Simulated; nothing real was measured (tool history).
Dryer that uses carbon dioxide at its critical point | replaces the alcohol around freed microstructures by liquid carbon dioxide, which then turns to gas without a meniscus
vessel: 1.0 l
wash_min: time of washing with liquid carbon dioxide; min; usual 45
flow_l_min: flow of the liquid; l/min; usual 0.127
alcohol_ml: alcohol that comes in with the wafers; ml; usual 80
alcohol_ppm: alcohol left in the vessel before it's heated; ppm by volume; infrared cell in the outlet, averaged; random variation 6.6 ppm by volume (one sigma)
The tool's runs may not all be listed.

run	hour	wash_min	flow_l_min	alcohol_ml	alcohol_ppm
1	0	45	0.127	80	386
2	10.8	45	0.127	80	381
3	33.2	45	0.127	80	416
4	52.5	43	0.127	80	515
5	72.6	43	0.127	80	523
6	91.1	43	0.127	80	561
7	108.7	45	0.127	80	469
8	129	45	0.127	80	494
9	138.7	45	0.127	80	493
10	154.6	45	0.127	80	526
11	167.3	45	0.127	80	508
12	177.8	45	0.127	44	330
13	187.9	45	0.127	80	541
14	204.8	42	0.127	80	792
15	219.7	66	0.126	20	81
16	229.3	66	0.126	20	78
17	245.1	64	0.106	28	147
18	262.9	36	0.127	25	542
19	279.8	35	0.208	30	118
20	294.4	35	0.208	30	121
21	316.2	35	0.208	30	134
22	329.7	36	0.102	30	1467
23	344.3	36	0.102	30	1455
24	357.3	48	0.149	74	262
# hour 361.8: inlet filter changed
25	368.4	41	0.146	54	239
26	381.5	41	0.146	54	234
27	391.5	41	0.146	54	234
28	410.9	41	0.146	54	246

3 ways to go on from here, each from the tool as it stands after run 28. What would each give?
A	429.5	41	0.146	93	?
B	429.5	45	0.12	80	?
C	429.5	47	0.087	29	?

run	alcohol_ppm
A	375
B	537
C	682
Without the tool's hidden state the same runs would have given:
run	alcohol_ppm
A	251
B	398
C	538

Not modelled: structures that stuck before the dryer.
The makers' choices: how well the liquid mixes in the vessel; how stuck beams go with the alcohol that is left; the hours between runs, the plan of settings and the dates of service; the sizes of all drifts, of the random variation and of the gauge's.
